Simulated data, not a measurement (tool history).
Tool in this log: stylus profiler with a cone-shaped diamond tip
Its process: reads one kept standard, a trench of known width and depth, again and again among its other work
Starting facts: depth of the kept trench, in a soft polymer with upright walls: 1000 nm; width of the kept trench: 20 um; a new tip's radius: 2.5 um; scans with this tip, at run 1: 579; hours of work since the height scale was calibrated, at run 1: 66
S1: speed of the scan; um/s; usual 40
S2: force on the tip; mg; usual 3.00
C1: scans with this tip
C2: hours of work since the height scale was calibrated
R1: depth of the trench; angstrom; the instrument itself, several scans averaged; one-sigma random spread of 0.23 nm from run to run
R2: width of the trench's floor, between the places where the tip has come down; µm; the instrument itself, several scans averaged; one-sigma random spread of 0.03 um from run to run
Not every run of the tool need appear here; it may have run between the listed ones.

run	hour	S1	S2	C1	C2	R1	R2
1	0.0	40	3.00	579	66	10173.2	15.76
2	42.3	40	3.00	828	95	10169.6	15.76
3	94.8	10	3.00	1137	130	10173.8	15.80
4	149.6	10	3.00	1460	167	10169.9	15.76
5	179.6	10	3.00	1636	187	10171.6	15.70
6	214.3	40	5.62	1840	211	10264.4	15.71
7	269.7	40	3.00	2167	248	10166.3	15.61
8	320.1	40	3.00	2463	282	10169.3	15.57
9	347.2	40	3.00	2623	301	10166.4	15.54
10	383.7	40	3.00	2838	325	10167.4	15.54
11	426.3	22	1.48	3088	354	10099.1	15.51
12	458.3	60	8.03	3276	375	10328.2	15.53
13	482.8	10	7.13	3421	392	10305.6	15.58
14	509.0	10	7.13	3575	410	10299.9	15.55
15	549.7	73	7.98	3815	437	10326.9	15.43
16	579.3	118	1.73	3989	457	10106.8	15.23
17	628.3	63	1.42	4277	490	10086.2	15.32
18	683.0	35	5.98	4600	527	10269.1	15.42
19	719.3	25	8.09	4813	552	10326.3	15.43

Each row is a separate what-if for the run after 19, all from the same tool condition, not one after another. Results?
A	746.2	16	3.01	4971	570	?	?
B	746.2	22	3.02	4971	570	?	?
C	746.2	56	1.20	4971	570	?	?
D	746.2	139	3.00	4971	570	?	?

run	R1	R2
A	10160.6	15.40
B	10159.2	15.42
C	10079.9	15.23
D	10158.5	15.21
Stripped of hidden state, with their random variation kept, the same runs would have yielded:
run	R1	R2
A	10183.4	15.94
B	10182.0	15.95
C	10102.5	15.77
D	10181.3	15.74
